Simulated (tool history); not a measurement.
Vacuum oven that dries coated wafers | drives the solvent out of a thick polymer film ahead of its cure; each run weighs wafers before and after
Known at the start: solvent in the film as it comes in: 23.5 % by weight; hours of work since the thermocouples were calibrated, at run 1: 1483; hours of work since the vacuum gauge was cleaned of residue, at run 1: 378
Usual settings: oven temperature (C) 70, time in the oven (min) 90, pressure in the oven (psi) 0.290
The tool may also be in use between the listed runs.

run   hour  oven temperature (C)  time in the oven (min)  pressure in the oven (psi)  hours of work since the thermocouples were calibrated  hours of work since the vacuum gauge was cleaned of residue  solvent left in the film (%)
  1    0.0                    70                      90                       0.290                                                   1483                                                          378                          2.74
  2   19.5                    70                      90                       0.290                                                   1493                                                          389                          2.70
  3   44.8                    70                      90                       0.290                                                   1507                                                          402                          2.67
  4   68.1                    70                      90                       0.290                                                   1520                                                          415                          2.66
  5   84.8                    70                      90                       0.290                                                   1529                                                          424                          2.83
  6  111.1                    70                      90                       0.290                                                   1543                                                          439                          2.77
  7  129.6                    70                      90                       0.535                                                   1553                                                          449                          3.10
  8  155.4                    70                      90                       0.267                                                   1567                                                          463                          2.49
  9  178.8                    63                      90                       0.267                                                   1580                                                          475                          4.45
 10  195.9                    63                      90                       0.267                                                   1589                                                          485                          4.45
 11  216.9                    63                      90                       0.267                                                   1601                                                          496                          4.40
 12  237.6                    63                      90                       0.267                                                   1612                                                          507                          4.39
 13  260.3                    63                      90                       0.267                                                   1624                                                          520                          4.41
 14  271.5                    63                      90                       0.267                                                   1630                                                          526                          4.44
 15  296.1                    63                      90                       0.267                                                   1644                                                          539                          4.39
 16  318.4                    63                      90                       0.267                                                   1656                                                          551                          4.44
 17  333.0                    63                      90                       0.267                                                   1664                                                          559                          4.50
 18  355.7                    70                      90                       0.290                                                   1676                                                          572                          2.69
 19  367.8                    70                      90                       0.290                                                   1683                                                          578                          2.57
 20  379.9                    68                     116                       0.200                                                   1689                                                          585                          1.82
 21  399.3                    68                     116                       0.200                                                   1700                                                          595                          1.85
 22  422.3                    71                      90                       0.290                                                   1713                                                          608                          2.44
     437.8  -- oven's thermocouples calibrated
 23  444.7                    75                      85                       0.290                                                      4                                                          619                          2.34
 24  457.6                    66                      85                       0.470                                                     11                                                          626                          5.10
 25  484.3                    70                      46                       0.426                                                     25                                                          641                          7.54
 26  509.4                    70                      79                       0.426                                                     39                                                          654                          4.25
 27  534.3                    70                      79                       0.426                                                     53                                                          668                          4.22
 28  550.9                    84                      90                       0.959                                                     62                                                          677                          1.77
 29  562.7                    84                      90                       0.959                                                     68                                                          683                          1.74
 30  580.4                    84                      90                       0.959                                                     78                                                          693                          1.72
 31  593.1                    84                      90                       0.959                                                     85                                                          700                          1.72
 32  619.2                    70                     117                       0.290                                                     99                                                          714                          2.07
 33  637.0                    70                     157                       0.177                                                    109                                                          724                          1.10
 34  654.7                    70                     157                       0.177                                                    118                                                          734                          0.98
 35  674.4                    71                      98                       0.251                                                    129                                                          744                          2.58

Forecast each of these 3 alternatives for the next run:
  A  698.1                    71                      98                       0.775                                                    142                                                          757                             ?
  B  698.1                    71                      98                       0.257                                                    142                                                          757                             ?
  C  698.1                    61                      71                       0.251                                                    142                                                          757                             ?

run  solvent left in the film (%)
  A                          3.41
  B                          2.43
  C                          7.43
Without the tool's hidden state the same runs would have given:
run  solvent left in the film (%)
  A                          3.44
  B                          2.44
  C                          7.48

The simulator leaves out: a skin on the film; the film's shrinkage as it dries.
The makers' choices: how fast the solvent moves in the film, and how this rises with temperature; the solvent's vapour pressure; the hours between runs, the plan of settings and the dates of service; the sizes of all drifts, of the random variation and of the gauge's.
